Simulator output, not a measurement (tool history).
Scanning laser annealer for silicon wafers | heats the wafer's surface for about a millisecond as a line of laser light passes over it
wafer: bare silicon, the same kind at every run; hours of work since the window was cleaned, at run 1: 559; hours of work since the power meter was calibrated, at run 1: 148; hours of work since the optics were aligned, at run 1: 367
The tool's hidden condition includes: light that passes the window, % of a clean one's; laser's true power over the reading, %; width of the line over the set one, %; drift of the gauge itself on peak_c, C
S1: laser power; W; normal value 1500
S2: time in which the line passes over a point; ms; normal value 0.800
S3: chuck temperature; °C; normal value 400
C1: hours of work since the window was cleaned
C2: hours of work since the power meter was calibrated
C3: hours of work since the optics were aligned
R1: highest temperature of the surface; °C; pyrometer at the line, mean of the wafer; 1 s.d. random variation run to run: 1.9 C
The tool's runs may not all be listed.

run,hour,S1,S2,S3,C1,C2,C3,R1
1,0.0,1500,0.800,400,559,148,367,1195
2,5.9,1500,0.800,400,562,151,370,1194
3,15.2,1500,0.800,400,567,156,374,1197
4,20.8,1500,0.800,400,570,159,377,1194
5,27.6,1455,0.800,400,573,162,381,1165
6,34.8,1393,0.637,396,577,166,384,1051
7,39.4,1375,0.639,375,579,168,387,1020
8,45.1,1495,0.625,411,582,171,390,1120
9,54.3,1495,0.625,411,587,176,394,1120
10,60.4,1565,0.932,400,590,179,397,1298

3 ways to go on from here, each from the tool as it stands after run 10. What would each give?
A,65.7,1565,0.943,400,593,182,400,?
B,65.7,1500,0.663,400,593,182,400,?
C,65.7,1285,0.800,429,593,182,400,?

run,R1
A,1298
B,1133
C,1078
What these runs would have given with no unlogged condition in the tool:
run,R1
A,1330
B,1159
C,1101

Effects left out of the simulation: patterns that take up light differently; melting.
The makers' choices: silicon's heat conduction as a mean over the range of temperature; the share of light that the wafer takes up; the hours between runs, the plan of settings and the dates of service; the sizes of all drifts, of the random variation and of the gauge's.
